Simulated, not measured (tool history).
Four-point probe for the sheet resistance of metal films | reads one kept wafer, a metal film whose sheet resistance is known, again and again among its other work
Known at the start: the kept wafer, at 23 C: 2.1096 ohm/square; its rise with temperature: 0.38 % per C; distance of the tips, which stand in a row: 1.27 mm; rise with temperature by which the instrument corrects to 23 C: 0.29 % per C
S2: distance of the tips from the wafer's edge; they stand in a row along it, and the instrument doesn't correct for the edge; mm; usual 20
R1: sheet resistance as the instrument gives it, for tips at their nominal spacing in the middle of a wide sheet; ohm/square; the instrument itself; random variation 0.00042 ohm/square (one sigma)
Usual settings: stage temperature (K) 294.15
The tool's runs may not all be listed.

{"run": 1, "hour": 0.0, "stage temperature (K)": 294.15, "S2": 20, "R1": 2.107761}
{"run": 2, "hour": 33.1, "stage temperature (K)": 294.15, "S2": 20, "R1": 2.108543}
{"run": 3, "hour": 64.4, "stage temperature (K)": 294.15, "S2": 20, "R1": 2.108126}
{"run": 4, "hour": 82.9, "stage temperature (K)": 294.15, "S2": 20, "R1": 2.107259}
{"run": 5, "hour": 103.3, "stage temperature (K)": 294.15, "S2": 20, "R1": 2.107622}
{"run": 6, "hour": 128.3, "stage temperature (K)": 294.15, "S2": 4, "R1": 2.21084}
{"run": 7, "hour": 153.8, "stage temperature (K)": 294.15, "S2": 4, "R1": 2.210824}
{"run": 8, "hour": 183.5, "stage temperature (K)": 294.15, "S2": 30, "R1": 2.104123}
{"run": 9, "hour": 203.9, "stage temperature (K)": 294.15, "S2": 30, "R1": 2.10373}
{"run": 10, "hour": 222.3, "stage temperature (K)": 307.15, "S2": 20, "R1": 2.12989}
{"run": 11, "hour": 249.5, "stage temperature (K)": 307.15, "S2": 20, "R1": 2.129745}
{"run": 12, "hour": 280.1, "stage temperature (K)": 295.15, "S2": 20, "R1": 2.108609}
{"run": 13, "hour": 296.6, "stage temperature (K)": 295.15, "S2": 20, "R1": 2.107791}
{"run": 14, "hour": 328.7, "stage temperature (K)": 293.15, "S2": 16, "R1": 2.107344}
{"run": 15, "hour": 357.7, "stage temperature (K)": 306.15, "S2": 6, "R1": 2.173559}
{"run": 16, "hour": 382.2, "stage temperature (K)": 306.15, "S2": 32, "R1": 2.124581}
{"hour": 385.0, "done": "stage's thermometer calibrated"}
{"run": 17, "hour": 403.6, "stage temperature (K)": 306.15, "S2": 32, "R1": 2.12332}
{"run": 18, "hour": 432.4, "stage temperature (K)": 306.15, "S2": 32, "R1": 2.123767}
{"run": 19, "hour": 460.9, "stage temperature (K)": 306.15, "S2": 32, "R1": 2.122996}
{"run": 20, "hour": 476.6, "stage temperature (K)": 296.15, "S2": 15, "R1": 2.111977}
{"run": 21, "hour": 500.2, "stage temperature (K)": 294.15, "S2": 19, "R1": 2.104972}
{"run": 22, "hour": 523.0, "stage temperature (K)": 298.15, "S2": 66, "R1": 2.106724}
{"run": 23, "hour": 546.5, "stage temperature (K)": 296.15, "S2": 26, "R1": 2.10624}
{"run": 24, "hour": 568.5, "stage temperature (K)": 294.15, "S2": 32, "R1": 2.100659}
{"hour": 577.6, "done": "stage's thermometer calibrated, once more"}
{"run": 25, "hour": 588.8, "stage temperature (K)": 295.15, "S2": 71, "R1": 2.104336}

Run 26 comes next. What will it give?
{"run": 26, "hour": 610.5, "stage temperature (K)": 295.15, "S2": 71, "R1": "?"}

{"run 26": {"R1": 2.104812}}
Without the tool's hidden state the same run would have given R1 2.108289 ohm/square.
